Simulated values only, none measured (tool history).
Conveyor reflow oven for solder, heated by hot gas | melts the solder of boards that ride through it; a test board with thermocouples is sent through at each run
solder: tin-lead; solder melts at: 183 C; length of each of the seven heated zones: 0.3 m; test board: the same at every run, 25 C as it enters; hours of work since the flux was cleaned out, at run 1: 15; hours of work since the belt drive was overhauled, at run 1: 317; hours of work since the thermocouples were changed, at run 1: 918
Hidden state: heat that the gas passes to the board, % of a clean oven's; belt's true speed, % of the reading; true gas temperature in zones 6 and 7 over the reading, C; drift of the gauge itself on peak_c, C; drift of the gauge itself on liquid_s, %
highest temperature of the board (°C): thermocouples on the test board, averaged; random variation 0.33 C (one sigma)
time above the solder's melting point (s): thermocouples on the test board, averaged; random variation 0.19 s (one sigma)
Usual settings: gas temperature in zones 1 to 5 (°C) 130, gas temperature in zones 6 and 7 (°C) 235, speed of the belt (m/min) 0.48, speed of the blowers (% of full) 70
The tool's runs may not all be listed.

run	hour	gas temperature in zones 1 to 5 (°C)	gas temperature in zones 6 and 7 (°C)	speed of the belt (m/min)	speed of the blowers (% of full)	hours of work since the flux was cleaned out	hours of work since the belt drive was overhauled	hours of work since the thermocouples were changed	highest temperature of the board (°C)	time above the solder's melting point (s)
1	0	130	235	0.48	70	15	317	918	219.6	56.5
2	57.5	130	235	0.48	70	44	346	947	220	56.6
3	110.5	130	235	0.534	70	71	372	974	216.3	47.6
4	165.7	130	235	0.48	68	98	400	1002	219.4	55.9
5	199.2	130	235	0.48	68	115	417	1019	218.8	56.1
6	248	130	229	0.48	68	140	442	1044	212.9	51.7
# hour 265.4: thermocouples of zones 6 and 7 changed
7	300.3	130	229	0.48	68	165	467	18	214.4	52.5
8	348.4	130	234	0.48	70	190	492	42	218.7	56
9	406.7	130	247	0.48	70	219	521	71	230.5	63.6
10	487.6	130	235	0.445	70	260	562	112	221.8	63
11	555	130	235	0.445	70	294	596	146	221.6	62.8
12	627.9	130	243	0.48	70	331	633	183	226.3	61
13	662.3	133	238	0.48	72	348	650	200	222.6	59.5
14	706.3	135	226	0.4	71	370	672	223	216.5	69.2
15	769	135	226	0.4	71	402	704	254	216.3	68.9
16	822.3	135	226	0.4	71	429	731	281	216.6	69.1
17	884.2	131	235	0.39	70	460	762	312	224.6	75.9

The next listed run, before its measurement:
# hour 906.6: flux residue cleaned out of gas plates and filters
18	946.8	139	235	0.48	53	20	791	341	?	?

Run 18 gave highest temperature of the board (°C) 218.6, time above the solder's melting point (s) 58.2.
Without the tool's hidden state the same run would have given highest temperature of the board (°C) 218.6, time above the solder's melting point (s) 57.2.
